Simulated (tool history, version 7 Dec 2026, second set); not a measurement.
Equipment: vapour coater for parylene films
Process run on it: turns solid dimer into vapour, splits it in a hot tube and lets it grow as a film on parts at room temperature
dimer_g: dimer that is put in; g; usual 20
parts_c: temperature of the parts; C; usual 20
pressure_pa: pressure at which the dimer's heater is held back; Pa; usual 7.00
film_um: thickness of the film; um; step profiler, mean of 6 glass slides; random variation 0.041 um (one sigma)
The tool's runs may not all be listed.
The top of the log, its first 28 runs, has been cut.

run,hour,dimer_g,parts_c,pressure_pa,film_um
29,581.7,12,30,4.18,2.71
30,608.9,36,19,10.63,10.34
31,633.8,36,19,10.63,10.39
32,660.4,17,31,7.00,3.52
33,685.2,17,31,11.58,3.35
34,707.7,17,31,11.58,3.36
35,721.5,17,31,11.58,3.35
36,740.1,12,26,6.22,2.88
37,758.2,12,18,5.43,3.83
38,781.5,17,25,2.01,4.78
39,802.1,17,25,2.01,4.76
40,825.5,13,15,6.98,4.42
41,843.9,13,17,7.00,4.18
42,870.6,13,17,7.00,4.17
43,886.9,10,20,2.76,3.19
# hour 893.3: trap's valve overhauled
44,916.4,32,30,10.42,6.61
45,929.9,31,30,10.42,6.37
46,944.7,31,30,10.42,6.39
47,968.9,34,24,2.93,9.42

3 options for the next run, each taken on its own from the tool as it stands now. Forecast them:
A,992.9,21,18,7.00,?
B,992.9,31,24,2.93,?
C,992.9,34,12,2.30,?

run,film_um
A,6.50
B,8.74
C,14.18
Had the tool no hidden state, the same runs would have come out as:
run,film_um
A,6.52
B,8.76
C,14.21
